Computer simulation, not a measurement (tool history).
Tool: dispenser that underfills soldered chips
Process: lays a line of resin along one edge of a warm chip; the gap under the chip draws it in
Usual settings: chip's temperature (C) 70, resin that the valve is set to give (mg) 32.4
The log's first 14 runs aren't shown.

run	day	chip's temperature (C)	resin that the valve is set to give (mg)	time until the resin shows at the far edge (s)	resin that the valve gave (mg)
# day 3.354: new syringe of resin
15	3.446	70	32.4	197.2	29.79
# day 3.688: new syringe of resin
16	3.708	71	32.4	188.4	29.85
17	3.854	71	32.4	206	29.79
# day 4.008: new syringe of resin
18	4.167	71	32.4	200.9	29.7
# day 4.338: new syringe of resin
19	4.454	66	29.1	255.3	26.64
# day 4.654: new syringe of resin
20	4.654	60	32.5	279.5	29.73
21	4.854	74	28.2	189.4	25.54
# day 4.979: new syringe of resin
22	5.079	74	28.2	183.1	25.3
23	5.233	69	31.4	242.8	28.35
# day 5.304: new syringe of resin
24	5.417	67	42	233.7	37.66
# day 5.642: new syringe of resin
25	5.675	57	29.8	339.6	26.61
26	5.912	68	31	257.3	27.61
# day 5.967: new syringe of resin
27	6.229	72	35.4	214.8	31.12
# day 6.308: new syringe of resin
28	6.446	71	41.7	204.3	36.51
# day 6.625: new syringe of resin
29	6.671	79	31	141.8	27.05
# day 6.954: new syringe of resin
30	6.992	79	31	145	26.86
31	7.254	76	38	192.8	32.97
# day 7.288: new syringe of resin
# day 7.471: dispensing valve cleaned and set on the balance
32	7.554	65	30.4	273.1	30.47
# day 7.671: new syringe of resin
33	7.708	65	30.4	248.1	30.21
34	7.967	59	35.8	378.2	35.7

Forecast each of these 3 alternatives for the next run:
# day 7.992: new syringe of resin
# day 8.321: new syringe of resin
A	8.321	62	36.3	?	?
# day 7.992: new syringe of resin
# day 8.321: new syringe of resin
B	8.321	59	36.6	?	?
# day 7.992: new syringe of resin
# day 8.321: new syringe of resin
C	8.321	56	41.9	?	?

run	time until the resin shows at the far edge (s)	resin that the valve gave (mg)
A	265.2	35.64
B	298.5	35.96
C	338.7	41.01
Without the tool's hidden state the same runs would have given:
run	time until the resin shows at the far edge (s)	resin that the valve gave (mg)
A	238.5	36.2
B	267.8	36.52
C	303.5	41.65

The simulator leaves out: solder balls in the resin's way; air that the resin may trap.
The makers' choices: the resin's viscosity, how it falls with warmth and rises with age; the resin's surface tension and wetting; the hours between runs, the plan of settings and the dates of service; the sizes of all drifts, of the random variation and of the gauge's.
